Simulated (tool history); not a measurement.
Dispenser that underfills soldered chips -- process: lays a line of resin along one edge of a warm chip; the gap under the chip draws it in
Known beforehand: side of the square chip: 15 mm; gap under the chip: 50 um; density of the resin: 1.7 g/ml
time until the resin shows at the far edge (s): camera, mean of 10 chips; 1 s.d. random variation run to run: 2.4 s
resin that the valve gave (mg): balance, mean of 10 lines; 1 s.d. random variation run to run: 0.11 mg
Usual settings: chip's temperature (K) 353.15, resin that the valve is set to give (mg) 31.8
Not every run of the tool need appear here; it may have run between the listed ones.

run	hour	chip's temperature (K)	resin that the valve is set to give (mg)	time until the resin shows at the far edge (s)	resin that the valve gave (mg)
1	0	353.15	31.8	357.4	31.46
# hour 5.8: new syringe of resin
2	8.1	366.15	31.8	165.6	31.3
3	12.9	353.15	31.8	332.9	31.33
4	17.1	353.15	29.3	396.5	28.74
# hour 20.4: new syringe of resin
5	24.6	353.15	29.3	299.8	28.72
6	29.1	353.15	29.3	360.1	28.5
# hour 35.2: dispensing valve cleaned and set on the balance
7	35.3	365.15	31.8	286.7	31.97
# hour 36.1: new syringe of resin
8	41.9	338.15	31.8	591.7	31.66
9	45.7	338.15	31.8	697.9	31.88
# hour 51.1: new syringe of resin
10	53.3	338.15	31.8	506	31.67
11	58.1	338.15	28.1	643.2	28.09
# hour 66.1: new syringe of resin
12	66.2	338.15	38.1	443.9	37.79
13	74.8	338.15	38.1	659.8	37.51
14	78.8	338.15	38.1	765.1	37.51
# hour 80.8: new syringe of resin
15	84.8	338.15	38.1	536.5	37.51
16	90.5	353.15	40	368	39.47
# hour 96: new syringe of resin
17	99	353.15	28.7	286.1	28.13
18	102.8	353.15	31.8	332.1	31.08
# hour 105: dispensing valve cleaned and set on the balance
19	107.4	353.15	31.8	387.9	31.93
# hour 111.5: new syringe of resin
20	113.2	359.15	28.8	218.5	28.77
21	117.2	359.15	28.8	254.2	28.85
22	121.1	359.15	28.8	308	28.6
# hour 126.3: new syringe of resin
23	128.4	357.15	39.4	227.2	38.77
24	133.8	357.15	34.8	287.6	34.38
25	138.2	346.15	40.8	533.9	40.29
# hour 141.1: new syringe of resin
26	143.8	360.15	30.1	219.6	29.71
27	149.1	353.15	27.5	369.8	27.04
28	154	348.15	28.8	539.7	28.28
# hour 155.6: new syringe of resin
29	158	351.15	28.6	310.6	27.93
30	164.6	351.15	28.6	409.7	28.14
# hour 170.3: new syringe of resin
31	171.8	362.15	29.7	193.5	28.84
# hour 175.1: dispensing valve cleaned and set on the balance
32	181	362.15	30.8	278.9	30.68
# hour 186.1: new syringe of resin
33	188.3	362.15	30.8	197.3	30.49
34	196.5	353.15	29	401.5	28.67
# hour 200.8: new syringe of resin
35	203.4	345.15	29.5	401.3	29.09

Alternative continuations, all from the tool just after run 35; predict every row:
A	209.4	360.15	31.6	?	?
B	209.4	350.15	33.1	?	?
C	209.4	348.15	33.9	?	?
D	209.4	360.15	29.5	?	?
E	209.4	364.15	27.7	?	?

run	time until the resin shows at the far edge (s)	resin that the valve gave (mg)
A	277.2	31.09
B	410.8	32.72
C	448.6	33.31
D	284.5	28.91
E	248.5	27.35
What these runs would have given with no unlogged condition in the tool:
run	time until the resin shows at the far edge (s)	resin that the valve gave (mg)
A	181.8	31.61
B	268.5	33.27
C	293.2	33.87
D	186.6	29.39
E	162.9	27.8
